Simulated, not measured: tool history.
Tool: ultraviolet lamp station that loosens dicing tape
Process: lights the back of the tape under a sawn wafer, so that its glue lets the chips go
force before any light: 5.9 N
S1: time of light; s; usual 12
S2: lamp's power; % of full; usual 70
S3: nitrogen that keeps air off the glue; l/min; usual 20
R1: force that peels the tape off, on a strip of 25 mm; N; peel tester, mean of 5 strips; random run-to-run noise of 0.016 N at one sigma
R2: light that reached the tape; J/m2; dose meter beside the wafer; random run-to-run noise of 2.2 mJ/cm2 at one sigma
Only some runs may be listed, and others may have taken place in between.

run   hour  S1  S2  S3     R1    R2
  1    0.0  12  70  20  0.787  1840
  2   12.1  12  70  20  0.774  1870
  3   21.1  12  70  20  0.797  1810
  4   32.6  12  70  20  0.763  1840
  5   42.1  12  70  20  0.783  1820
  6   55.4  12  70  20  0.783  1800
  7   73.5  12  70  20  0.800  1830
  8   82.3  12  70  20  0.800  1870
  9   97.1  12  70  20  0.788  1770
 10  111.8  12  70  13  1.027  1840
 11  126.3  12  70  13  1.023  1860
 12  136.6  12  70  13  1.026  1820
 13  150.1  12  70  13  1.055  1810
 14  163.9  12  70  21  0.782  1820
 15  181.1  12  70  21  0.737  1840
 16  196.6  12  70  20  0.807  1820
 17  212.4  12  70  13  1.040  1820
 18  223.8  12  70  13  1.013  1850
 19  243.0  12  70  13  1.038  1850
 20  259.7  12  70  13  1.022  1860
 21  274.5  12  70  13  1.019  1830
 22  288.1  12  70  20  0.742  1860
 23  305.4  12  70  20  0.738  1820
 24  323.8  15  95  20  0.238  3120
 25  332.3   7  62  18  2.122   940
 26  344.4   9  87  18  0.937  1710
 27  362.3   9  87  18  0.964  1670
 28  376.6  10  70  20  1.103  1490
 29  391.3  10  70  20  1.086  1540
 30  401.8  10  70  20  1.056  1520
 31  411.5  12  70  11  1.152  1860
 32  424.1  15  81  11  0.611  2700
 33  441.4  15  81  11  0.565  2660
 34  456.7  12  96   8  0.850  2540
 35  470.1  18  71  20  0.302  2810
 36  483.8  20  70  20  0.261  3080
 37  492.1   8  70  36  1.129  1210
 38  507.8  12  93  27  0.344  2430
 39  525.0  12  72  20  0.743  1880
 40  536.5   9  68  13  1.691  1340
 41  544.1  22  70   6  0.570  3390
 42  562.8   6  93  20  1.496  1230
 43  571.1  12  70  34  0.540  1850

Removed from this log: 1 entry logged between the listed runs. Between which two listed runs does each belong, and how does the tool's hidden state at the listed run before it compare with that at the listed run after it?
After run 18, before run 19: window cleaned of glue's vapour (hour 243.0)
  light that the window lets through, % of a clean one's: 99.9 -> 100
